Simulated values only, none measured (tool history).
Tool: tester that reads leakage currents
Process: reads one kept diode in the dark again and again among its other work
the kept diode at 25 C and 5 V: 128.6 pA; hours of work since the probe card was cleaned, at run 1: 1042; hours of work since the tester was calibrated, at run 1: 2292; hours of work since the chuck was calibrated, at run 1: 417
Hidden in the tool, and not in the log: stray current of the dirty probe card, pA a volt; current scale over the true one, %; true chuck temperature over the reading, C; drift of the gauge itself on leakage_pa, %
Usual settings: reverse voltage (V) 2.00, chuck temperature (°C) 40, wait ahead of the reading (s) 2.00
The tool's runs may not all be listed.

run	day	reverse voltage (V)	chuck temperature (°C)	wait ahead of the reading (s)	hours of work since the probe card was cleaned	hours of work since the tester was calibrated	hours of work since the chuck was calibrated	current that the tester gives (pA)
1	0.000	2.00	40	2.00	1042	2292	417	295.80
2	9.125	2.00	40	2.00	1159	2409	534	303.38
3	16.117	2.00	40	2.00	1249	2499	624	308.51
4	22.329	2.00	40	2.00	1329	2579	704	311.59
5	32.725	2.00	40	2.00	1463	2713	838	318.87
# day 40.629: chuck's temperature calibrated
6	42.288	2.00	40	2.00	1585	2834	21	280.66
# day 47.842: probe card cleaned and baked
7	51.288	2.00	40	2.00	44	2949	135	282.75
8	57.942	2.00	40	2.00	130	3034	221	287.66
9	63.367	2.00	40	2.00	200	3104	291	291.40
10	74.400	2.00	40	2.00	342	3246	433	297.80
11	83.825	7.39	37	2.00	463	3367	554	375.59
12	88.821	1.90	27	3.17	527	3431	618	119.95
13	97.208	1.90	59	0.50	635	3539	726	1033.33
14	106.421	1.90	40	1.03	753	3658	845	309.06
# day 113.204: chuck's temperature calibrated
15	116.421	1.90	40	1.03	881	3785	41	279.27
16	121.658	1.98	40	1.03	948	3853	109	284.37
17	126.450	1.98	40	1.03	1010	3914	170	286.42
# day 128.429: tester calibrated
18	135.992	4.62	32	0.93	1132	97	292	225.26
19	144.442	4.62	32	0.93	1240	206	401	228.79
20	149.271	1.23	25	4.49	1302	268	463	89.43

How the hidden state differs across the entries between the runs, from the last listed run before each to the first after it:
Between runs 5 and 6: chuck's temperature calibrated (day 40.629)
  stray current of the dirty probe card, pA a volt: 0.612 -> 0.66; current scale over the true one, %: -0.6 -> -0.62; true chuck temperature over the reading, C: 1.79 -> -0.07
  measured less the result without the state, current that the tester gives (pA): +36.07 -> -1.83
Between runs 6 and 7: probe card cleaned and baked (day 47.842)
  stray current of the dirty probe card, pA a volt: 0.66 -> 0.039; current scale over the true one, %: -0.62 -> -0.64; true chuck temperature over the reading, C: -0.07 -> 0.18
  measured less the result without the state, current that the tester gives (pA): -1.83 -> +1.79
Between runs 14 and 15: chuck's temperature calibrated (day 113.204)
  stray current of the dirty probe card, pA a volt: 0.336 -> 0.392; current scale over the true one, %: -0.75 -> -0.78; true chuck temperature over the reading, C: 1.74 -> 0.16
  measured less the result without the state, current that the tester gives (pA): +32.97 -> +1.67
Between runs 17 and 18: tester calibrated (day 128.429)
  stray current of the dirty probe card, pA a volt: 0.448 -> 0.5; current scale over the true one, %: -0.8 -> -0.06; true chuck temperature over the reading, C: 0.44 -> 0.72
  measured less the result without the state, current that the tester gives (pA): +7.06 -> +13.38

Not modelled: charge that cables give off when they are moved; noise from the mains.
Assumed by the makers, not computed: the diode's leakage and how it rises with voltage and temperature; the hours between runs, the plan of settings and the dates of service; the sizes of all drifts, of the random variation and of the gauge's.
